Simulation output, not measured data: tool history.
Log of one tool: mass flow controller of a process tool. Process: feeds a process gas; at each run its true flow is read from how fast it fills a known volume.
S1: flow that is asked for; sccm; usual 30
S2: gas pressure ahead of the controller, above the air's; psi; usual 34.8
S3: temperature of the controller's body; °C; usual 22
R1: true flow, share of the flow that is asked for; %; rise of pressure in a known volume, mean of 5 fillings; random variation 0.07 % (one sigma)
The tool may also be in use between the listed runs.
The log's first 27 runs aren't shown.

run    hour  S1    S2  S3     R1
 28  5259.6  93  36.3  36  99.02
 29  5459.8  51  36.7  22  97.28
 30  5672.4  77  34.8  24  97.51
 31  5803.4  14  26.1  27  97.12
 32  6040.8  22  35.2  27  96.76
 33  6196.5  22  35.2  27  96.85
 34  6422.5  29  27.1  29  96.95
 35  6637.6  15  33.8  23  95.87
 36  6879.7  47  30.5  27  96.73
 37  7099.8  30  27.6  22  95.98
 38  7332.2  34    21  22  96.04
 39  7607.9  13    21  21  95.53
 40  7799.9  31  26.5  34  96.35
 41  8075.2  31  26.5  34  96.27
     8122.6  -- gauge calibrated
 42  8248.6  21  34.8  29  98.78
 43  8458.7  18  34.8  32     99
 44    8620  18  35.1  34  98.87
 45    8784  18  35.1  34  98.85
 46  9026.4  37  23.1  34  99.23

Forecast each of these 4 alternatives for the next run:
  A  9165.4  20  23.1  34   ?
  B  9165.4  83  23.1  34   ?
  C  9165.4  11  30.2  36   ?
  D  9165.4  16  21.8  27   ?

run     R1
  A  98.88
  B  99.78
  C  98.71
  D  98.37
Without the tool's hidden state the same runs would have given:
run      R1
  A   99.66
  B  100.57
  C   99.48
  D   99.14

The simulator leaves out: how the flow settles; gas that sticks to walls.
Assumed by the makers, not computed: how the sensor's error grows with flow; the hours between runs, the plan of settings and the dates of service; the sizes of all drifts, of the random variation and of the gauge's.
